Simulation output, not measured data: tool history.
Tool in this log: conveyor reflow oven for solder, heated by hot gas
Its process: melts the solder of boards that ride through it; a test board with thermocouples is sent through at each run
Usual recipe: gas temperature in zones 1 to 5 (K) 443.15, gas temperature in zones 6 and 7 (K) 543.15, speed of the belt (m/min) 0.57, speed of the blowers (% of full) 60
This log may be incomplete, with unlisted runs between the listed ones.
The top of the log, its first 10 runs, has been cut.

run,hour,gas temperature in zones 1 to 5 (K),gas temperature in zones 6 and 7 (K),speed of the belt (m/min),speed of the blowers (% of full),highest temperature of the board (K),time above the solder's melting point (s)
11,234,443.15,543.15,0.57,60,518.05,45.7
# hour 267.8: flux residue cleaned out of gas plates and filters
12,267.8,443.15,543.15,0.57,60,518.65,46
13,303,443.15,543.15,0.57,60,518.05,45.5
14,323.2,443.15,543.15,0.57,60,517.95,46.8
15,340.6,443.15,543.15,0.57,60,517.85,45.6
16,374.3,443.15,540.15,0.57,86,522.65,50.7
17,408.7,435.15,540.15,0.678,61,506.55,24.4
18,424.1,435.15,540.15,0.678,61,506.75,24.4
19,443.4,435.15,545.15,0.538,60,519.75,48.1
20,459.7,435.15,545.15,0.538,60,520.25,47.9
21,482.2,454.15,539.15,0.549,79,523.25,56.6
22,515.6,453.15,552.15,0.577,72,530.95,59
23,551.6,449.15,535.15,0.557,60,514.25,45.4
24,577.3,449.15,557.15,0.557,63,532.55,60.4
25,600.3,449.15,543.15,0.603,60,518.25,43.5
26,616.4,443.15,543.15,0.609,60,514.85,40
27,636.7,430.15,543.15,0.507,81,525.95,55
28,668.7,436.15,543.15,0.515,67,522.55,54.4
29,683.3,457.15,543.15,0.679,68,517.35,40.6
30,705.3,447.15,532.15,0.679,55,502.25,20.9

Below are 5 alternative next runs, each starting from the tool's condition after run 30. Predict each:
A,739.8,434.15,532.15,0.679,71,?,?
B,739.8,447.15,532.15,0.531,90,?,?
C,739.8,431.15,543.15,0.561,60,?,?
D,739.8,447.15,547.15,0.679,63,?,?
E,739.8,452.15,548.15,0.57,79,?,?

run,highest temperature of the board (K),time above the solder's melting point (s)
A,503.35,21.1
B,518.45,54.4
C,516.05,40.9
D,515.25,36.1
E,528.75,58.3
Without the tool's hidden state the same runs would have given:
run,highest temperature of the board (K),time above the solder's melting point (s)
A,503.45,21.3
B,518.55,54.6
C,516.15,41.1
D,515.35,36.2
E,528.85,58.3
